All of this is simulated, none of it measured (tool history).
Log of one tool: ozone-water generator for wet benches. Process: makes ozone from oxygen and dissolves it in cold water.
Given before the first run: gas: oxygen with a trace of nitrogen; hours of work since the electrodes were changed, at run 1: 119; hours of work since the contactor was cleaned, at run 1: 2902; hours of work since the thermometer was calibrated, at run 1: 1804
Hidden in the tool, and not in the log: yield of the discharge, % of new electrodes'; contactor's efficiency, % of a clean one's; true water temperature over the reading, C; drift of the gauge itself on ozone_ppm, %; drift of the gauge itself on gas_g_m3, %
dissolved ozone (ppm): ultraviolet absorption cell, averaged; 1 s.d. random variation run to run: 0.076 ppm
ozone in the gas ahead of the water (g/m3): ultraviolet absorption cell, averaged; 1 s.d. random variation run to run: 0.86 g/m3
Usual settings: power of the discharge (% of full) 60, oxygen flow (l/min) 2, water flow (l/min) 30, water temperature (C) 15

run   hour  power of the discharge (% of full)  oxygen flow (l/min)  water flow (l/min)  water temperature (C)  hours of work since the electrodes were changed  hours of work since the contactor was cleaned  hours of work since the thermometer was calibrated  dissolved ozone (ppm)  ozone in the gas ahead of the water (g/m3)
  1      0                                  60                    2                  30                     15                                              119                                           2902                                                1804                   5.79                                       140.5
  2   32.3                                  40                    2                  30                     15                                              147                                           2930                                                1832                   4.22                                       106.5
  3   63.4                                  40                    2                  30                     15                                              174                                           2958                                                1859                   4.26                                       105.3
  4   83.1                                  40                    2                  30                     15                                              192                                           2975                                                1877                   4.22                                       104.5
  5  113.4                                  60                    2                  30                     15                                              218                                           3001                                                1903                   5.65                                       139.2
  6  141.6                                  60                    2                  30                     15                                              243                                           3026                                                1928                    5.7                                       140.6
  7  167.6                                  60                    2                  30                     15                                              265                                           3049                                                1950                   5.51                                       139.7
  8  187.1                                  60                    2                  30                     15                                              282                                           3066                                                1968                   5.64                                       139.2
  9  221.3                                  60                    2                  30                     15                                              312                                           3096                                                1997                   5.67                                       139.8
     224.1  -- water thermometer calibrated
 10  260.1                                  60                    2                  30                     15                                              346                                           3129                                                  31                   5.64                                       140.2
 11  285.7                                  60                    2                  30                     15                                              368                                           3151                                                  54                   5.61                                       139.9
 12  323.6                                  60                    2                  30                     15                                              401                                           3185                                                  87                   5.54                                       138.7
 13    369                                  60                    2                  30                     15                                              441                                           3224                                                 127                   5.61                                         140
 14  402.4                                  60                    2                  30                     15                                              470                                           3253                                                 156                   5.58                                       140.1
     430.8  -- water thermometer calibrated, once more
 15  430.8                                  60                    2                  30                     15                                              495                                           3278                                                   0                   5.61                                       138.4
 16    453                                  60                    2                  30                     15                                              514                                           3297                                                  19                   5.53                                       139.8
 17  492.4                                  60                    2                  30                     15                                              548                                           3332                                                  54                   5.52                                       138.6
 18  521.7                                  60                    2                  30                     15                                              574                                           3357                                                  80                   5.63                                       137.9
 19  550.5                                  60                    2                  42                     15                                              599                                           3382                                                 105                   3.97                                       138.8
 20  570.4                                  88                 1.14                  36                     15                                              617                                           3400                                                 122                   4.36                                       221.2
 21    591                                  49                 2.17                  30                     15                                              635                                           3418                                                 140                   5.09                                         118
 22  635.5                                  41                 3.28                  30                     15                                              674                                           3457                                                 179                    5.4                                        89.6
 23  658.3                                  41                 3.28                  30                     13                                              694                                           3477                                                 199                    5.4                                        89.7
 24  693.6                                  60                 2.58                  30                     12                                              724                                           3508                                                 230                   6.36                                       127.7
 25  727.2                                  91                 2.58                  38                     12                                              754                                           3537                                                 259                   6.59                                       170.2
 26    764                                  60                    2                  30                      8                                              786                                           3569                                                 291                   5.61                                       137.8
 27  804.4                                  42                    2                  28                     15                                              821                                           3604                                                 327                   4.57                                       108.5
 28  843.1                                  50                    2                  28                     11                                              855                                           3638                                                 360                   5.29                                       122.4
 29  869.5                                  50                    2                  28                     11                                              878                                           3661                                                 384                   5.26                                       119.9
 30    910                                  44                 2.82                  22                     15                                              914                                           3697                                                 419                   6.96                                        98.8
 31  953.8                                  72                 2.12                  30                     15                                              952                                           3735                                                 457                   6.42                                       151.5
 32  978.2                                  60                  1.8                  30                     15                                              973                                           3756                                                 479                   5.04                                       143.3

Below are 5 alternative next runs, each starting from the tool's condition after run 32. Predict each:
  A  1002                                  45                 2.93                  18                     15                                              994                                           3777                                                 499                      ?                                           ?
  B  1002                                  60                  1.8                  27                     15                                              994                                           3777                                                 499                      ?                                           ?
  C  1002                                  96                    2                  30                      7                                              994                                           3777                                                 499                      ?                                           ?
  D  1002                                  60                 3.18                  30                     15                                              994                                           3777                                                 499                      ?                                           ?
  E  1002                                  41                  1.8                  30                     15                                              994                                           3777                                                 499                      ?                                           ?

run  dissolved ozone (ppm)  ozone in the gas ahead of the water (g/m3)
  A                   8.69                                          99
  B                   5.75                                       142.4
  C                   7.99                                       191.6
  D                   6.73                                       116.5
  E                   3.88                                       108.5
Stripped of hidden state, with their random variation kept, the same runs would have yielded:
run  dissolved ozone (ppm)  ozone in the gas ahead of the water (g/m3)
  A                    9.1                                       100.6
  B                   6.09                                       145.4
  C                   8.53                                       197.1
  D                   7.14                                       118.9
  E                    4.1                                       110.1

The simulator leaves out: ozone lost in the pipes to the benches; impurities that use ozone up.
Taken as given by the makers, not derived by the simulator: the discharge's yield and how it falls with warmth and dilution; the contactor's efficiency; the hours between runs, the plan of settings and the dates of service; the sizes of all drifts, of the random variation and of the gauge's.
